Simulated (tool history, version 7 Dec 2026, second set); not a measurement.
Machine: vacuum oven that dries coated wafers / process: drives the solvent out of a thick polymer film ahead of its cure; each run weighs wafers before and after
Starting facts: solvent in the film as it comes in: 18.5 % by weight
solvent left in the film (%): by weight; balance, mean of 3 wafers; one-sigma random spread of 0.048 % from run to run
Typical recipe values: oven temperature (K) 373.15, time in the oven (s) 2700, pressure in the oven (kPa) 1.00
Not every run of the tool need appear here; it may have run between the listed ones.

run   hour  oven temperature (K)  time in the oven (s)  pressure in the oven (kPa)  solvent left in the film (%)
  1    0.0                373.15                  2700                        1.00                          5.17
  2   10.0                373.15                  2700                        1.00                          5.22
  3   19.3                373.15                  2700                        0.54                          4.90
  4   31.3                373.15                  2700                        0.54                          4.91
  5   42.7                373.15                  1500                        1.00                          8.34
  6   48.0                373.15                  1500                        1.00                          8.18
  7   58.2                373.15                  1500                        1.00                          8.28
  8   71.3                373.15                  2700                        1.00                          5.23
  9   80.5                373.15                  2700                        1.00                          5.15
 10   88.0                373.15                  2700                        1.00                          5.16
 11   98.2                373.15                  2700                        1.33                          5.32
 12  107.4                360.15                  2700                        1.00                          9.53
 13  119.1                360.15                  2700                        1.00                          9.76
 14  130.1                360.15                  2700                        1.00                          9.79
 15  140.7                363.15                  1500                        0.60                         11.08
 16  148.8                363.15                  2100                        1.46                         10.15
 17  160.1                363.15                  1320                        1.46                         11.95
 18  172.0                363.15                  1320                        1.46                         11.81
 19  179.1                373.15                  4440                        2.29                          3.69
 20  188.5                384.15                  3360                        0.65                          1.15
 21  201.3                374.15                  3360                        0.65                          3.47
 22  210.2                374.15                  3360                        0.65                          3.53
 23  216.0                385.15                  2460                        2.37                          2.58
 24  225.7                371.15                  3180                        0.53                          4.84
 25  235.9                371.15                  3180                        0.53                          4.80
 26  241.6                364.15                  1440                        0.53                         10.89

Taken out of this log: 2 entries between the listed runs. Where each belongs, and how the hidden state differs across it:
Run 7 -> run 8: vacuum gauge cleaned of residue and calibrated (hour 60.4)
  true wafer temperature over the reading, C: -0.87 -> -0.88; true pressure over the reading, kPa: 0.031 -> 0.047
  measured value less the no-hidden-state value, solvent left in the film (%): +0.31 -> +0.34
Run 10 -> run 11: vacuum gauge cleaned of residue and calibrated, once more (hour 92.3)
  true wafer temperature over the reading, C: -0.9 -> -0.91; true pressure over the reading, kPa: 0.049 -> 0.007
  measured value less the no-hidden-state value, solvent left in the film (%): +0.34 -> +0.33
